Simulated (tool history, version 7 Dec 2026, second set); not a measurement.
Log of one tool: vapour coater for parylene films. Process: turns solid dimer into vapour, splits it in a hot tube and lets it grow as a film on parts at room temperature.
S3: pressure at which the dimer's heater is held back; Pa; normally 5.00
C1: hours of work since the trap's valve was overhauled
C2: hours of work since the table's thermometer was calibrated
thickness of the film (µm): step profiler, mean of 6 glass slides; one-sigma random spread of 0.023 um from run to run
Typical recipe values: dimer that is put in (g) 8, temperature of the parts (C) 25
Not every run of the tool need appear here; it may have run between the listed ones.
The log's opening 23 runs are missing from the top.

{"run": 24, "day": 39.45, "dimer that is put in (g)": 4, "temperature of the parts (C)": 31, "S3": 5.0, "C1": 419, "C2": 1996, "thickness of the film (µm)": 0.61}
{"day": 40.204, "done": "trap's valve overhauled"}
{"run": 25, "day": 41.271, "dimer that is put in (g)": 4, "temperature of the parts (C)": 31, "S3": 5.0, "C1": 23, "C2": 2032, "thickness of the film (µm)": 0.58}
{"run": 26, "day": 43.058, "dimer that is put in (g)": 4, "temperature of the parts (C)": 25, "S3": 2.26, "C1": 61, "C2": 2070, "thickness of the film (µm)": 0.77}
{"run": 27, "day": 45.567, "dimer that is put in (g)": 8, "temperature of the parts (C)": 25, "S3": 2.26, "C1": 116, "C2": 2124, "thickness of the film (µm)": 1.65}
{"run": 28, "day": 46.967, "dimer that is put in (g)": 5, "temperature of the parts (C)": 35, "S3": 4.32, "C1": 146, "C2": 2155, "thickness of the film (µm)": 0.62}
{"run": 29, "day": 48.492, "dimer that is put in (g)": 5, "temperature of the parts (C)": 35, "S3": 4.32, "C1": 179, "C2": 2188, "thickness of the film (µm)": 0.63}
{"run": 30, "day": 50.983, "dimer that is put in (g)": 8, "temperature of the parts (C)": 19, "S3": 5.0, "C1": 232, "C2": 2241, "thickness of the film (µm)": 1.85}
{"run": 31, "day": 52.429, "dimer that is put in (g)": 8, "temperature of the parts (C)": 19, "S3": 5.0, "C1": 264, "C2": 2272, "thickness of the film (µm)": 1.84}
{"run": 32, "day": 54.962, "dimer that is put in (g)": 8, "temperature of the parts (C)": 19, "S3": 5.0, "C1": 318, "C2": 2327, "thickness of the film (µm)": 1.86}
{"run": 33, "day": 56.058, "dimer that is put in (g)": 8, "temperature of the parts (C)": 19, "S3": 5.0, "C1": 342, "C2": 2351, "thickness of the film (µm)": 1.89}

Estimate the outcome of run 34 from the log above:
{"run": 34, "day": 58.067, "dimer that is put in (g)": 8, "temperature of the parts (C)": 18, "S3": 3.4, "C1": 385, "C2": 2394, "thickness of the film (µm)": "?"}

thickness of the film (µm): 2.04
On a tool with no hidden condition, and with the same random variation, this run would have come out at thickness of the film (µm) 2.05.
